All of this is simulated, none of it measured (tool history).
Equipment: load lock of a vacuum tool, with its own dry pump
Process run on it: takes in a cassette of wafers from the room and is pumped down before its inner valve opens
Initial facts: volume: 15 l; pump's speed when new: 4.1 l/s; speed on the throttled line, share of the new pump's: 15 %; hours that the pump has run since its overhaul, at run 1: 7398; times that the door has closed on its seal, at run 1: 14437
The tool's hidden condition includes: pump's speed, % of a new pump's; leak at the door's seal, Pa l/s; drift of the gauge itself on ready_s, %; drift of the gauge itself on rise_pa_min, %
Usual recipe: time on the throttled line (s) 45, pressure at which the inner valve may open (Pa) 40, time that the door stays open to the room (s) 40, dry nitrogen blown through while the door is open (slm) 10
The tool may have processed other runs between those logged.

| run | hour | time on the throttled line (s) | pressure at which the inner valve may open (Pa) | time that the door stays open to the room (s) | dry nitrogen blown through while the door is open (slm) | hours that the pump has run since its overhaul | times that the door has closed on its seal | incoming humidity of the room's air, % | time from the closed door until the inner valve may open (s) | rise of the pressure with all valves shut (Pa/min) |
|---|---|---|---|---|---|---|---|---|---|---|
| 1 | 0 | 45 | 40 | 40 | 10 | 7398 | 14437 | 46.4 | 72.6 | 0.129 |
| 2 | 125.9 | 45 | 40 | 40 | 10 | 7523 | 14768 | 46.4 | 72.9 | 0.138 |
| 3 | 236 | 45 | 40 | 40 | 10 | 7634 | 15058 | 45.1 | 73.4 | 0.141 |
| 4 | 341.2 | 45 | 40 | 40 | 10 | 7739 | 15335 | 45.5 | 72.9 | 0.14 |
| 5 | 503.6 | 45 | 40 | 40 | 10 | 7901 | 15762 | 47 | 74.2 | 0.144 |
| 6 | 592.3 | 45 | 40 | 40 | 10 | 7990 | 15995 | 45.5 | 73.4 | 0.147 |
| 7 | 757.6 | 45 | 40 | 40 | 10 | 8155 | 16430 | 47.8 | 74.5 | 0.155 |
| 8 | 837.6 | 45 | 40 | 136 | 10 | 8235 | 16640 | 47.6 | 74.2 | 0.215 |
| 9 | 1008.4 | 45 | 40 | 40 | 10 | 8406 | 17089 | 45 | 73.7 | 0.158 |
| 10 | 1096.3 | 45 | 40 | 40 | 10 | 8494 | 17320 | 43.1 | 74.4 | 0.159 |
| 11 | 1259 | 45 | 40 | 40 | 10 | 8656 | 17748 | 44 | 74.2 | 0.164 |
| 12 | 1353.5 | 45 | 40 | 40 | 10 | 8751 | 17997 | 46.3 | 74.4 | 0.159 |
| 13 | 1429.7 | 45 | 40 | 40 | 10 | 8827 | 18197 | 45.4 | 75 | 0.168 |
| 14 | 1508.2 | 45 | 40 | 40 | 10 | 8906 | 18404 | 46.6 | 74.5 | 0.16 |
| 15 | 1631.3 | 45 | 40 | 144 | 10 | 9029 | 18727 | 45.9 | 74.3 | 0.219 |
| 16 | 1763.4 | 45 | 61 | 144 | 10 | 9161 | 19075 | 46.3 | 73 | 0.232 |
| 17 | 1890 | 62 | 61 | 34 | 10 | 9288 | 19408 | 43.9 | 86 | 0.169 |
|  | 1955.8 | dry pump taken out, an overhauled one fitted |
| 18 | 2027.5 | 62 | 61 | 34 | 10 | 72 | 19754 | 46.4 | 79.3 | 0.169 |
| 19 | 2170.7 | 45 | 40 | 38 | 10 | 215 | 20130 | 43.8 | 67.1 | 0.176 |
| 20 | 2299.4 | 45 | 51 | 112 | 10 | 344 | 20468 | 47.1 | 65.7 | 0.229 |
| 21 | 2370.9 | 45 | 40 | 40 | 10 | 415 | 20657 | 41.5 | 66 | 0.186 |
| 22 | 2501 | 45 | 40 | 40 | 10 | 545 | 20999 | 44.9 | 67 | 0.188 |
| 23 | 2642.1 | 45 | 35 | 40 | 10 | 686 | 21370 | 47.6 | 67.4 | 0.196 |
| 24 | 2781.5 | 81 | 40 | 40 | 19 | 826 | 21736 | 42.6 | 96.6 | 0.184 |
| 25 | 2913.3 | 81 | 40 | 40 | 19 | 957 | 22083 | 43.6 | 97.6 | 0.194 |
| 26 | 2989.5 | 22 | 52 | 40 | 19 | 1034 | 22283 | 46.7 | 46.6 | 0.19 |
| 27 | 3153.3 | 45 | 50 | 40 | 11 | 1198 | 22714 | 44.6 | 67 | 0.203 |

5 ways to go on from here, each from the tool as it stands after run 27. What would each give?
| A | 3282 | 45 | 37 | 31 | 11 | 1326 | 23052 | 47.8 | ? | ? |
| B | 3282 | 68 | 40 | 26 | 10 | 1326 | 23052 | 45.8 | ? | ? |
| C | 3282 | 72 | 62 | 51 | 10 | 1326 | 23052 | 46 | ? | ? |
| D | 3282 | 45 | 40 | 105 | 26 | 1326 | 23052 | 44.9 | ? | ? |
| E | 3282 | 45 | 40 | 40 | 10 | 1326 | 23052 | 47.1 | ? | ? |

| run | time from the closed door until the inner valve may open (s) | rise of the pressure with all valves shut (Pa/min) |
|---|---|---|
| A | 68.3 | 0.202 |
| B | 86.7 | 0.197 |
| C | 87.9 | 0.219 |
| D | 67.2 | 0.215 |
| E | 67.5 | 0.207 |
With the hidden condition removed and each run's random variation left untouched, the same runs would have given:
| run | time from the closed door until the inner valve may open (s) | rise of the pressure with all valves shut (Pa/min) |
|---|---|---|
| A | 67.6 | 0.05 |
| B | 86.2 | 0.043 |
| C | 87.4 | 0.065 |
| D | 66.5 | 0.062 |
| E | 66.8 | 0.054 |

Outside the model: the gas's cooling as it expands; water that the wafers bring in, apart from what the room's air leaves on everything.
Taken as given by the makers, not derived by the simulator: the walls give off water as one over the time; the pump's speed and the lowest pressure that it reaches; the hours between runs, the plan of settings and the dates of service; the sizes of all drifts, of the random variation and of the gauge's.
